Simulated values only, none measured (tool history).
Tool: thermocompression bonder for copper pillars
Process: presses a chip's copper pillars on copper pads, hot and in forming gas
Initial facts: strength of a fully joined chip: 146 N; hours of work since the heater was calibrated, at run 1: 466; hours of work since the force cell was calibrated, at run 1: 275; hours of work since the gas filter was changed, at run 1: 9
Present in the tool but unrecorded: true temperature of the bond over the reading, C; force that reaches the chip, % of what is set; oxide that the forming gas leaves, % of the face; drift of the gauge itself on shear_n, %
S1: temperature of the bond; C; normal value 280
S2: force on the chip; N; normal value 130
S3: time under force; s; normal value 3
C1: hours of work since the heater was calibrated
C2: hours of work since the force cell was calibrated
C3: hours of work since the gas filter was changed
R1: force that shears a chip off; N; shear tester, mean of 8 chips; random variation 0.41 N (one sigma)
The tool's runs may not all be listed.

| run | hour | S1 | S2 | S3 | C1 | C2 | C3 | R1 |
|---|---|---|---|---|---|---|---|---|
| 1 | 0 | 280 | 130 | 3 | 466 | 275 | 9 | 76.1 |
| 2 | 10.7 | 257 | 130 | 3 | 471 | 280 | 14 | 62.3 |
| 3 | 22.4 | 280 | 130 | 3 | 477 | 286 | 20 | 77 |
| 4 | 36.1 | 251 | 130 | 3 | 483 | 292 | 26 | 57.6 |
| 5 | 43.7 | 280 | 130 | 8 | 487 | 296 | 30 | 101.8 |
| 6 | 54.2 | 280 | 130 | 6 | 492 | 301 | 35 | 95.1 |
| 7 | 64.3 | 255 | 130 | 3 | 496 | 306 | 40 | 60.5 |
| 8 | 72.2 | 280 | 130 | 3 | 500 | 309 | 43 | 76.5 |
| 9 | 86.1 | 280 | 130 | 3 | 507 | 316 | 50 | 76.8 |
| 10 | 100 | 280 | 130 | 3 | 513 | 323 | 57 | 76.8 |
| 11 | 108.7 | 280 | 130 | 3 | 517 | 327 | 61 | 76.4 |
| 12 | 117.2 | 280 | 130 | 3 | 521 | 331 | 65 | 75.9 |
| 13 | 123.4 | 280 | 130 | 3 | 524 | 334 | 68 | 76.1 |
| 14 | 130.1 | 280 | 130 | 3 | 528 | 337 | 71 | 75.6 |
| 15 | 140 | 280 | 130 | 3 | 532 | 341 | 75 | 76.1 |
| 16 | 153.2 | 280 | 130 | 3 | 538 | 348 | 82 | 76.1 |
| 17 | 160.1 | 280 | 130 | 3 | 542 | 351 | 85 | 76 |
| 18 | 172.7 | 280 | 130 | 3 | 548 | 357 | 91 | 75.6 |
| 19 | 182.7 | 280 | 91 | 3 | 552 | 362 | 96 | 59.8 |
| 20 | 196.8 | 280 | 91 | 3 | 559 | 368 | 102 | 58.7 |
| 21 | 206.4 | 280 | 91 | 2 | 563 | 373 | 107 | 50.3 |
| 22 | 219.9 | 280 | 91 | 2 | 570 | 379 | 113 | 50.4 |
| 23 | 226.4 | 280 | 109 | 3 | 573 | 382 | 116 | 67.9 |
| 24 | 233.5 | 281 | 80 | 7 | 576 | 386 | 120 | 74.7 |
| 25 | 244 | 281 | 80 | 7 | 581 | 391 | 125 | 75.1 |
| 26 | 253 | 281 | 80 | 7 | 586 | 395 | 129 | 73.8 |
| 27 | 264.9 | 275 | 148 | 7 | 591 | 400 | 134 | 101 |
| 28 | 273 | 306 | 139 | 5 | 595 | 404 | 138 | 108.3 |
| 29 | 283.1 | 306 | 139 | 5 | 600 | 409 | 143 | 107.5 |
|  | 285.8 | heater calibrated with a thermocouple chip |
| 30 | 300.2 | 306 | 139 | 5 | 7 | 416 | 150 | 108 |
| 31 | 308.6 | 306 | 139 | 5 | 11 | 420 | 154 | 107.4 |
|  | 313.9 | heater calibrated with a thermocouple chip, once more |
| 32 | 319.9 | 306 | 139 | 5 | 3 | 424 | 158 | 109.8 |
| 33 | 333.9 | 280 | 128 | 3 | 9 | 431 | 165 | 75.8 |
| 34 | 341.1 | 257 | 130 | 5 | 13 | 434 | 169 | 73.9 |
| 35 | 349.3 | 257 | 130 | 5 | 17 | 438 | 172 | 74.7 |
| 36 | 362.5 | 263 | 165 | 3 | 23 | 445 | 179 | 77 |
| 37 | 371.6 | 263 | 165 | 3 | 27 | 449 | 183 | 76.8 |
| 38 | 383.2 | 263 | 165 | 3 | 33 | 454 | 188 | 76.8 |
| 39 | 393.3 | 292 | 126 | 2 | 38 | 459 | 193 | 72 |
| 40 | 406.1 | 286 | 166 | 7 | 44 | 465 | 199 | 114.5 |
| 41 | 420.6 | 286 | 166 | 7 | 50 | 472 | 206 | 114.7 |

3 options for the next run, each taken on its own from the tool as it stands now. Forecast them:
| A | 427.8 | 309 | 166 | 7 | 54 | 475 | 209 | ? |
| B | 427.8 | 284 | 148 | 7 | 54 | 475 | 209 | ? |
| C | 427.8 | 286 | 166 | 2 | 54 | 475 | 209 | ? |

| run | R1 |
|---|---|
| A | 125.9 |
| B | 107.7 |
| C | 82.6 |
Take away the tool's hidden state, keep each run's random variation, and the runs would have read:
| run | R1 |
|---|---|
| A | 127.9 |
| B | 109.3 |
| C | 83.7 |
